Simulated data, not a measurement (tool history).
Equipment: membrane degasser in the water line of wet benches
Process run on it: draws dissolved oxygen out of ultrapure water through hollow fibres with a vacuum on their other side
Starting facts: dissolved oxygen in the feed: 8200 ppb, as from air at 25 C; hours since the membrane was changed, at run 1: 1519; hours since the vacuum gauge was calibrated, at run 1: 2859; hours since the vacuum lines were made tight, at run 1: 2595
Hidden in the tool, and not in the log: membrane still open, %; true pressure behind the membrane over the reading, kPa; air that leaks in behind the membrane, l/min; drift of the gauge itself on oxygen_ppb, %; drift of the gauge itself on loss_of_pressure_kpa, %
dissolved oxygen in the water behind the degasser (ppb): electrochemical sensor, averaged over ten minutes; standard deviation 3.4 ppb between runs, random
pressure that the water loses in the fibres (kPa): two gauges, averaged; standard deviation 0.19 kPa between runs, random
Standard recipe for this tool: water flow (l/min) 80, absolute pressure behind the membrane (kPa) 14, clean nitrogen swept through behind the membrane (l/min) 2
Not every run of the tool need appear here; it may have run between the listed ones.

run,hour,water flow (l/min),absolute pressure behind the membrane (kPa),clean nitrogen swept through behind the membrane (l/min),hours since the membrane was changed,hours since the vacuum gauge was calibrated,hours since the vacuum lines were made tight,dissolved oxygen in the water behind the degasser (ppb),pressure that the water loses in the fibres (kPa)
1,0,80,14,2,1519,2859,2595,841.4,39.98
2,29.6,80,14,2,1549,2889,2625,830.3,40.27
3,77.5,80,14,4.14,1597,2937,2673,471.8,40.34
4,127.5,80,14,4.14,1647,2987,2723,468.6,40.31
5,186.6,80,14,4.14,1706,3046,2782,471.1,40.23
6,217.6,80,14,2,1737,3077,2813,829.9,40.02
7,247.5,80,14,2,1767,3107,2843,832,40.33
8,291.4,80,14,2,1810,3151,2887,838.9,40.18
9,354.1,80,14,2,1873,3213,2949,832.3,40.39
10,391.4,80,14,2,1910,3251,2987,836.3,40.72
11,434.4,80,14.2,2,1953,3294,3030,852.8,40.36
12,470.2,80,14,2,1989,3329,3065,839.8,40.84
13,504.1,80,14,2,2023,3363,3099,837.7,40.62
14,548.3,80,14,2,2067,3407,3144,840,40.63
# hour 552.9: vacuum gauge calibrated
15,588.8,80,14,2,2107,36,3184,860.3,40.41
16,618.4,80,14,2,2137,66,3213,852.5,40.69
17,663.7,57,14,2,2182,111,3259,655.9,28.62
18,730.1,96,21.8,0.86,2249,177,3325,2521.9,48.54
19,761.6,91,16.9,4.34,2280,209,3356,639.2,46.36

Run 20 is up next; what results do you expect?
20,807.6,91,16.9,4.34,2326,255,3402,?,?

dissolved oxygen in the water behind the degasser (ppb): 646
pressure that the water loses in the fibres (kPa): 45.98
Take away the tool's hidden state, keep the run-to-run variation as it was, and the same run would have given dissolved oxygen in the water behind the degasser (ppb) 609.5, pressure that the water loses in the fibres (kPa) 44.84.
